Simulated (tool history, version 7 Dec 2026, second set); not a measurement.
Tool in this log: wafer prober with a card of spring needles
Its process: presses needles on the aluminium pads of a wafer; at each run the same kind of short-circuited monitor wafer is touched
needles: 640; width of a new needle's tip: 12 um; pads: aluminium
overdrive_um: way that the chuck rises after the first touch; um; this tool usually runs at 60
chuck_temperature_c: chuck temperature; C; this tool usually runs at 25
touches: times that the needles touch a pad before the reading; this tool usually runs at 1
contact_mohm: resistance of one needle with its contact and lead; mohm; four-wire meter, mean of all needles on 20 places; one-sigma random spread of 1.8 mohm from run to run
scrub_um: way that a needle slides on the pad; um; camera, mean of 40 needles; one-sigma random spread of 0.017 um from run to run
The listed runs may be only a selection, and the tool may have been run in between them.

run,hour,overdrive_um,chuck_temperature_c,touches,contact_mohm,scrub_um
1,0,60,25,1,229,9.8
# hour 3.3: tips cleaned on abrasive film
# hour 7.5: tips cleaned on abrasive film
# hour 11.6: tips cleaned on abrasive film
# hour 14.9: tips cleaned on abrasive film
# hour 18.2: tips cleaned on abrasive film
# hour 22.4: tips cleaned on abrasive film
# hour 26.5: tips cleaned on abrasive film
# hour 30.6: tips cleaned on abrasive film
# hour 33.9: tips cleaned on abrasive film
2,34.7,53,25,1,331,8.5
# hour 38: tips cleaned on abrasive film
# hour 41.4: tips cleaned on abrasive film
# hour 44.7: tips cleaned on abrasive film
# hour 48.8: tips cleaned on abrasive film
# hour 52.1: tips cleaned on abrasive film
# hour 55.5: tips cleaned on abrasive film
# hour 59.5: tips cleaned on abrasive film
3,59.5,53,25,1,240,8.43
# hour 62.9: tips cleaned on abrasive film
# hour 67: tips cleaned on abrasive film
# hour 67.3: height of the first contact set anew
# hour 71.4: tips cleaned on abrasive film
# hour 74.7: tips cleaned on abrasive film
4,77.5,43,25,1,651,7.05
# hour 78.5: tips cleaned on abrasive film
# hour 81.8: tips cleaned on abrasive film
# hour 85.1: tips cleaned on abrasive film
# hour 89.2: tips cleaned on abrasive film
# hour 92.6: tips cleaned on abrasive film
# hour 96.7: tips cleaned on abrasive film
# hour 100.8: tips cleaned on abrasive film
5,102.3,60,25,1,360,9.76
# hour 104.8: tips cleaned on abrasive film
# hour 108.2: tips cleaned on abrasive film
# hour 112.3: tips cleaned on abrasive film
# hour 115.6: tips cleaned on abrasive film
# hour 118.9: tips cleaned on abrasive film
6,120.6,60,125,1,370,9.7
# hour 122.3: tips cleaned on abrasive film
# hour 125.7: tips cleaned on abrasive film
# hour 129: tips cleaned on abrasive film
# hour 132.3: tips cleaned on abrasive film
# hour 136.4: tips cleaned on abrasive film
# hour 139.8: tips cleaned on abrasive film
# hour 143.9: tips cleaned on abrasive film
# hour 147.2: tips cleaned on abrasive film
# hour 150.5: tips cleaned on abrasive film
7,153,60,125,1,447,9.59
# hour 153.9: tips cleaned on abrasive film
# hour 157.2: tips cleaned on abrasive film
# hour 161.3: tips cleaned on abrasive film
# hour 165.5: tips cleaned on abrasive film
# hour 177.5: card fitted with new needles
# hour 181.6: tips cleaned on abrasive film
# hour 185.7: tips cleaned on abrasive film
# hour 189: tips cleaned on abrasive film
# hour 192.5: tips cleaned on abrasive film
8,192.5,60,77,1,211,9.85
# hour 195.8: tips cleaned on abrasive film
# hour 199.1: tips cleaned on abrasive film
# hour 202.4: tips cleaned on abrasive film
# hour 205.8: tips cleaned on abrasive film
# hour 209.9: tips cleaned on abrasive film
# hour 214: tips cleaned on abrasive film
# hour 217.3: tips cleaned on abrasive film
# hour 221.5: tips cleaned on abrasive film
9,222.4,60,77,1,269,9.74
# hour 224.9: tips cleaned on abrasive film
# hour 228.2: tips cleaned on abrasive film
# hour 232.4: tips cleaned on abrasive film
# hour 236.5: tips cleaned on abrasive film
# hour 239.8: tips cleaned on abrasive film
# hour 243.1: tips cleaned on abrasive film
# hour 247.3: tips cleaned on abrasive film
# hour 251.4: tips cleaned on abrasive film
10,252.7,60,77,1,293,9.66
# hour 255.2: tips cleaned on abrasive film
# hour 259.3: tips cleaned on abrasive film
# hour 262.7: tips cleaned on abrasive film
# hour 266.8: tips cleaned on abrasive film
# hour 270.9: tips cleaned on abrasive film
11,273,60,25,1,341,9.6
# hour 274.7: tips cleaned on abrasive film
# hour 277.4: height of the first contact set anew
# hour 278.4: tips cleaned on abrasive film
# hour 281.7: tips cleaned on abrasive film
# hour 285.8: tips cleaned on abrasive film
# hour 289.1: tips cleaned on abrasive film
# hour 292.5: tips cleaned on abrasive film
# hour 296.6: tips cleaned on abrasive film
# hour 300.7: tips cleaned on abrasive film
12,301.8,42,122,1,368,6.84
# hour 304.3: tips cleaned on abrasive film
# hour 307.6: tips cleaned on abrasive film
# hour 311: tips cleaned on abrasive film
# hour 315.1: tips cleaned on abrasive film
# hour 318.4: tips cleaned on abrasive film
# hour 322.5: tips cleaned on abrasive film
# hour 325.9: tips cleaned on abrasive film
# hour 329.2: tips cleaned on abrasive film
# hour 333.3: tips cleaned on abrasive film
13,334.4,42,122,1,394,6.74
# hour 336.9: tips cleaned on abrasive film
# hour 341: tips cleaned on abrasive film
# hour 344.4: tips cleaned on abrasive film
# hour 348.5: tips cleaned on abrasive film
# hour 351.8: tips cleaned on abrasive film
# hour 355.1: tips cleaned on abrasive film
14,356,42,122,1,344,6.66
# hour 358.6: tips cleaned on abrasive film
# hour 361.9: tips cleaned on abrasive film
# hour 366: tips cleaned on abrasive film
# hour 369.3: tips cleaned on abrasive film
# hour 373.5: tips cleaned on abrasive film
# hour 376.8: tips cleaned on abrasive film
# hour 377.1: height of the first contact set anew
# hour 380.4: tips cleaned on abrasive film
# hour 383.7: tips cleaned on abrasive film
# hour 387.9: tips cleaned on abrasive film
15,388.6,68,64,2,232,11.15
# hour 391.9: tips cleaned on abrasive film
# hour 396: tips cleaned on abrasive film
# hour 399.3: tips cleaned on abrasive film
# hour 402.6: tips cleaned on abrasive film
16,404.6,76,64,1,278,12.45
# hour 406.3: tips cleaned on abrasive film
# hour 409.6: tips cleaned on abrasive film
# hour 413.8: tips cleaned on abrasive film
# hour 417.9: tips cleaned on abrasive film
# hour 421.2: tips cleaned on abrasive film
# hour 425.4: tips cleaned on abrasive film
# hour 429.5: tips cleaned on abrasive film
# hour 432.8: tips cleaned on abrasive film
# hour 436.1: tips cleaned on abrasive film
17,437.4,41,25,2,343,6.55
# hour 440: tips cleaned on abrasive film
# hour 443.3: tips cleaned on abrasive film
# hour 446.6: tips cleaned on abrasive film
# hour 450.7: tips cleaned on abrasive film
# hour 454.1: tips cleaned on abrasive film
# hour 458.2: tips cleaned on abrasive film
# hour 462.3: tips cleaned on abrasive film
# hour 465.6: tips cleaned on abrasive film
# hour 469.8: tips cleaned on abrasive film
18,470.1,41,25,2,271,6.46

For run 19, what comes out?
# hour 473.4: tips cleaned on abrasive film
# hour 476.9: height of the first contact set anew
# hour 477.8: tips cleaned on abrasive film
# hour 481.1: tips cleaned on abrasive film
# hour 485.3: tips cleaned on abrasive film
# hour 489.4: tips cleaned on abrasive film
# hour 492.7: tips cleaned on abrasive film
# hour 496.9: tips cleaned on abrasive film
# hour 501: tips cleaned on abrasive film
19,503.7,77,25,1,?,?

{"run 19": {"contact_mohm": 323, "scrub_um": 12.57}}
If the tool had no hidden condition, the same run with the same run-to-run variation would have returned contact_mohm 182 mohm, scrub_um 12.65 um.
